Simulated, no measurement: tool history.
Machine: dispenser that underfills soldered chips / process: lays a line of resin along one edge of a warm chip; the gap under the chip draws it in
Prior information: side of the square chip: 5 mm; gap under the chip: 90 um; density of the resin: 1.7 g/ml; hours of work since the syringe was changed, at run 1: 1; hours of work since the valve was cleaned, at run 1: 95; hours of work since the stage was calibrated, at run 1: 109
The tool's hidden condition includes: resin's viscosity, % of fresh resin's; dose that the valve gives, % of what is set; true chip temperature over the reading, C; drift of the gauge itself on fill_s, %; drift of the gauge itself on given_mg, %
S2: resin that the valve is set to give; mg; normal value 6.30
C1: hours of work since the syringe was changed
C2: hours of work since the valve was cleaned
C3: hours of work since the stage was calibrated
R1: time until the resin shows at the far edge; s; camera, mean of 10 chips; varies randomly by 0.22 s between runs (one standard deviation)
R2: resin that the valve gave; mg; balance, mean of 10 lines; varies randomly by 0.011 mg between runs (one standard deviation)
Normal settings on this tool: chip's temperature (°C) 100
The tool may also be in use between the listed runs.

Run 1, hour 0.0: usual settings; C1 1; C2 95; C3 109. Result: R1 16.0 s, R2 6.08 mg.
At hour 3.6: dispensing valve cleaned and set on the balance.
Run 2, hour 4.6: usual settings; C1 3; C2 1; C3 112. Result: R1 18.0 s, R2 6.29 mg.
Run 3, hour 7.0: usual settings; C1 5; C2 2; C3 113. Result: R1 19.0 s, R2 6.28 mg.
At hour 8.5: new syringe of resin.
Run 4, hour 11.9: usual settings; C1 2; C2 6; C3 117. Result: R1 17.2 s, R2 6.30 mg.
Run 5, hour 14.8: usual settings but chip's temperature (°C) 88; C1 5; C2 8; C3 119. Result: R1 25.6 s, R2 6.28 mg.
At hour 16.5: new syringe of resin.
Run 6, hour 18.4: usual settings but chip's temperature (°C) 88; C1 1; C2 10; C3 121. Result: R1 23.4 s, R2 6.29 mg.
Run 7, hour 21.0: usual settings but chip's temperature (°C) 88; C1 3; C2 12; C3 123. Result: R1 24.8 s, R2 6.26 mg.
Run 8, hour 23.3: usual settings but chip's temperature (°C) 88; C1 5; C2 14; C3 125. Result: R1 27.1 s, R2 6.27 mg.
At hour 24.6: new syringe of resin.
Run 9, hour 28.4: usual settings but chip's temperature (°C) 88; C1 3; C2 17; C3 128. Result: R1 23.5 s, R2 6.28 mg.
Run 10, hour 30.8: usual settings but chip's temperature (°C) 88; C1 5; C2 19; C3 130. Result: R1 25.5 s, R2 6.26 mg.
At hour 32.6: new syringe of resin.
Run 11, hour 34.9: usual settings but chip's temperature (°C) 88; C1 2; C2 22; C3 133. Result: R1 23.5 s, R2 6.24 mg.
Run 12, hour 38.1: usual settings but chip's temperature (°C) 97; C1 4; C2 24; C3 135. Result: R1 19.8 s, R2 6.25 mg.
At hour 40.8: new syringe of resin.
Run 13, hour 43.7: usual settings; C1 2; C2 28; C3 139. Result: R1 17.1 s, R2 6.24 mg.
Run 14, hour 48.3: usual settings; C1 5; C2 31; C3 142. Result: R1 18.7 s, R2 6.21 mg.
At hour 49.0: new syringe of resin.
Run 15, hour 52.7: usual settings; C1 3; C2 34; C3 145. Result: R1 17.3 s, R2 6.23 mg.
Run 16, hour 56.6: usual settings but chip's temperature (°C) 89; C1 5; C2 37; C3 148. Result: R1 26.7 s, R2 6.22 mg.
At hour 57.1: new syringe of resin.
Run 17, hour 61.4: usual settings but chip's temperature (°C) 89; C1 3; C2 41; C3 151. Result: R1 24.4 s, R2 6.22 mg.
At hour 65.1: new syringe of resin.
Run 18, hour 65.6: usual settings but chip's temperature (°C) 89; C1 0; C2 43; C3 154. Result: R1 21.4 s, R2 6.19 mg.
Run 19, hour 69.9: usual settings but chip's temperature (°C) 89, S2 6.25 mg; C1 3; C2 46; C3 157. Result: R1 24.2 s, R2 6.14 mg.
Run 20, hour 72.2: usual settings but chip's temperature (°C) 89, S2 6.25 mg; C1 5; C2 48; C3 159. Result: R1 26.2 s, R2 6.12 mg.
At hour 73.1: new syringe of resin.
Run 21, hour 75.5: usual settings but chip's temperature (°C) 92, S2 6.80 mg; C1 2; C2 50; C3 161. Result: R1 20.8 s, R2 6.69 mg.
Run 22, hour 79.8: usual settings but chip's temperature (°C) 102, S2 7.34 mg; C1 5; C2 54; C3 164. Result: R1 17.8 s, R2 7.18 mg.
At hour 81.1: new syringe of resin.
Run 23, hour 82.2: usual settings but chip's temperature (°C) 102, S2 7.34 mg; C1 1; C2 55; C3 166. Result: R1 15.2 s, R2 7.19 mg.
Run 24, hour 87.4: usual settings but chip's temperature (°C) 102, S2 7.34 mg; C1 5; C2 59; C3 170. Result: R1 17.2 s, R2 7.18 mg.
At hour 89.1: new syringe of resin.
Run 25, hour 91.8: usual settings but chip's temperature (°C) 102, S2 7.34 mg; C1 2; C2 62; C3 173. Result: R1 15.3 s, R2 7.18 mg.
Run 26, hour 95.8: usual settings but chip's temperature (°C) 111, S2 7.50 mg; C1 5; C2 65; C3 176. Result: R1 13.4 s, R2 7.33 mg.
At hour 97.3: new syringe of resin.
Run 27, hour 98.5: usual settings but chip's temperature (°C) 105, S2 5.73 mg; C1 1; C2 66; C3 177. Result: R1 14.1 s, R2 5.59 mg.
Run 28, hour 103.6: usual settings but chip's temperature (°C) 105, S2 5.73 mg; C1 5; C2 70; C3 181. Result: R1 16.4 s, R2 5.58 mg.
At hour 105.4: new syringe of resin.
Run 29, hour 108.0: usual settings but chip's temperature (°C) 114, S2 7.36 mg; C1 2; C2 73; C3 184. Result: R1 11.2 s, R2 7.14 mg.
Run 30, hour 112.6: usual settings but chip's temperature (°C) 85, S2 7.36 mg; C1 5; C2 77; C3 187. Result: R1 28.6 s, R2 7.15 mg.
At hour 113.5: new syringe of resin.
Run 31, hour 117.8: usual settings but chip's temperature (°C) 112, S2 6.96 mg; C1 3; C2 80; C3 191. Result: R1 11.8 s, R2 6.76 mg.
Run 32, hour 120.2: usual settings but chip's temperature (°C) 87; C1 5; C2 82; C3 193. Result: R1 26.5 s, R2 6.12 mg.
At hour 121.6: new syringe of resin.
Run 33, hour 125.3: usual settings but chip's temperature (°C) 87; C1 3; C2 85; C3 196. Result: R1 24.7 s, R2 6.09 mg.
At hour 129.7: new syringe of resin.
Run 34, hour 129.7: usual settings but chip's temperature (°C) 87; C1 0; C2 88; C3 199. Result: R1 22.0 s, R2 6.11 mg.
Run 35, hour 133.4: usual settings but chip's temperature (°C) 87, S2 7.83 mg; C1 3; C2 91; C3 202. Result: R1 24.4 s, R2 7.56 mg.
At hour 138.0: new syringe of resin.
Run 36, hour 138.0: usual settings but chip's temperature (°C) 112, S2 5.62 mg; C1 0; C2 94; C3 205. Result: R1 11.1 s, R2 5.42 mg.

How the hidden state differs across the entries between the runs, from the last listed run before each to the first after it:
In the gap between runs 1 and 2: dispensing valve cleaned and set on the balance (hour 3.6)
  resin's viscosity, % of fresh resin's: 104.2 -> 116.1; dose that the valve gives, % of what is set: 96.64 -> 99.96; true chip temperature over the reading, C: 1.02 -> 1.04
  measured value less the no-hidden-state value, R1: +0.3 -> +2.1 s; R2: -0.21 -> +0.00 mg
In the gap between runs 3 and 4: new syringe of resin (hour 8.5)
  resin's viscosity, % of fresh resin's: 124.7 -> 109.7; dose that the valve gives, % of what is set: 99.9 -> 99.78; true chip temperature over the reading, C: 1.05 -> 1.07
  measured value less the no-hidden-state value, R1: +3.3 -> +1.0 s; R2: +0.00 -> -0.01 mg
In the gap between runs 5 and 6: new syringe of resin (hour 16.5)
  resin's viscosity, % of fresh resin's: 119.4 -> 105.8; dose that the valve gives, % of what is set: 99.71 -> 99.62; true chip temperature over the reading, C: 1.09 -> 1.11
  measured value less the no-hidden-state value, R1: +3.5 -> +0.6 s; R2: -0.02 -> -0.02 mg
In the gap between runs 8 and 9: new syringe of resin (hour 24.6)
  resin's viscosity, % of fresh resin's: 122.3 -> 109.7; dose that the valve gives, % of what is set: 99.49 -> 99.37; true chip temperature over the reading, C: 1.13 -> 1.16
  measured value less the no-hidden-state value, R1: +4.1 -> +1.4 s; R2: -0.03 -> -0.04 mg
In the gap between runs 10 and 11: new syringe of resin (hour 32.6)
  resin's viscosity, % of fresh resin's: 118 -> 108.6; dose that the valve gives, % of what is set: 99.3 -> 99.2; true chip temperature over the reading, C: 1.17 -> 1.19
  measured value less the no-hidden-state value, R1: +3.2 -> +1.1 s; R2: -0.05 -> -0.05 mg
In the gap between runs 12 and 13: new syringe of resin (hour 40.8)
  resin's viscosity, % of fresh resin's: 119.4 -> 109.9; dose that the valve gives, % of what is set: 99.12 -> 98.98; true chip temperature over the reading, C: 1.21 -> 1.23
  measured value less the no-hidden-state value, R1: +2.7 -> +1.0 s; R2: -0.06 -> -0.06 mg
In the gap between runs 14 and 15: new syringe of resin (hour 49.0)
  resin's viscosity, % of fresh resin's: 126 -> 112.9; dose that the valve gives, % of what is set: 98.84 -> 98.74; true chip temperature over the reading, C: 1.26 -> 1.28
  measured value less the no-hidden-state value, R1: +3.4 -> +1.5 s; R2: -0.07 -> -0.08 mg
In the gap between runs 16 and 17: new syringe of resin (hour 57.1)
  resin's viscosity, % of fresh resin's: 126.8 -> 114; dose that the valve gives, % of what is set: 98.63 -> 98.51; true chip temperature over the reading, C: 1.3 -> 1.33
  measured value less the no-hidden-state value, R1: +4.9 -> +2.1 s; R2: -0.09 -> -0.09 mg
In the gap between runs 17 and 18: new syringe of resin (hour 65.1)
  resin's viscosity, % of fresh resin's: 114 -> 102.9; dose that the valve gives, % of what is set: 98.51 -> 98.4; true chip temperature over the reading, C: 1.33 -> 1.35
  measured value less the no-hidden-state value, R1: +2.1 -> -0.2 s; R2: -0.09 -> -0.10 mg
In the gap between runs 20 and 21: new syringe of resin (hour 73.1)
  resin's viscosity, % of fresh resin's: 125.3 -> 108.5; dose that the valve gives, % of what is set: 98.23 -> 98.15; true chip temperature over the reading, C: 1.38 -> 1.4
  measured value less the no-hidden-state value, R1: +4.5 -> +0.9 s; R2: -0.11 -> -0.13 mg
In the gap between runs 22 and 23: new syringe of resin (hour 81.1)
  resin's viscosity, % of fresh resin's: 123.5 -> 104; dose that the valve gives, % of what is set: 98.05 -> 97.99; true chip temperature over the reading, C: 1.42 -> 1.43
  measured value less the no-hidden-state value, R1: +2.8 -> +0.0 s; R2: -0.15 -> -0.15 mg
In the gap between runs 24 and 25: new syringe of resin (hour 89.1)
  resin's viscosity, % of fresh resin's: 121.4 -> 108.7; dose that the valve gives, % of what is set: 97.86 -> 97.75; true chip temperature over the reading, C: 1.45 -> 1.47
  measured value less the no-hidden-state value, R1: +2.5 -> +0.7 s; R2: -0.16 -> -0.17 mg
In the gap between runs 26 and 27: new syringe of resin (hour 97.3)
  resin's viscosity, % of fresh resin's: 122.6 -> 104.5; dose that the valve gives, % of what is set: 97.63 -> 97.57; true chip temperature over the reading, C: 1.49 -> 1.51
  measured value less the no-hidden-state value, R1: +2.1 -> +0.1 s; R2: -0.17 -> -0.14 mg
In the gap between runs 28 and 29: new syringe of resin (hour 105.4)
  resin's viscosity, % of fresh resin's: 121.3 -> 108.2; dose that the valve gives, % of what is set: 97.44 -> 97.31; true chip temperature over the reading, C: 1.53 -> 1.56
  measured value less the no-hidden-state value, R1: +2.4 -> +0.5 s; R2: -0.14 -> -0.20 mg
In the gap between runs 30 and 31: new syringe of resin (hour 113.5)
  resin's viscosity, % of fresh resin's: 124 -> 110.8; dose that the valve gives, % of what is set: 97.18 -> 97.05; true chip temperature over the reading, C: 1.58 -> 1.6
  measured value less the no-hidden-state value, R1: +4.5 -> +0.7 s; R2: -0.20 -> -0.21 mg
In the gap between runs 32 and 33: new syringe of resin (hour 121.6)
  resin's viscosity, % of fresh resin's: 119.1 -> 112.3; dose that the valve gives, % of what is set: 96.99 -> 96.86; true chip temperature over the reading, C: 1.61 -> 1.64
  measured value less the no-hidden-state value, R1: +3.2 -> +1.6 s; R2: -0.19 -> -0.20 mg
In the gap between runs 33 and 34: new syringe of resin (hour 129.7)
  resin's viscosity, % of fresh resin's: 112.3 -> 100.5; dose that the valve gives, % of what is set: 96.86 -> 96.74; true chip temperature over the reading, C: 1.64 -> 1.66
  measured value less the no-hidden-state value, R1: +1.6 -> -1.0 s; R2: -0.20 -> -0.21 mg
In the gap between runs 35 and 36: new syringe of resin (hour 138.0)
  resin's viscosity, % of fresh resin's: 112.3 -> 98.9; dose that the valve gives, % of what is set: 96.65 -> 96.53; true chip temperature over the reading, C: 1.68 -> 1.7
  measured value less the no-hidden-state value, R1: +1.6 -> -0.5 s; R2: -0.27 -> -0.20 mg
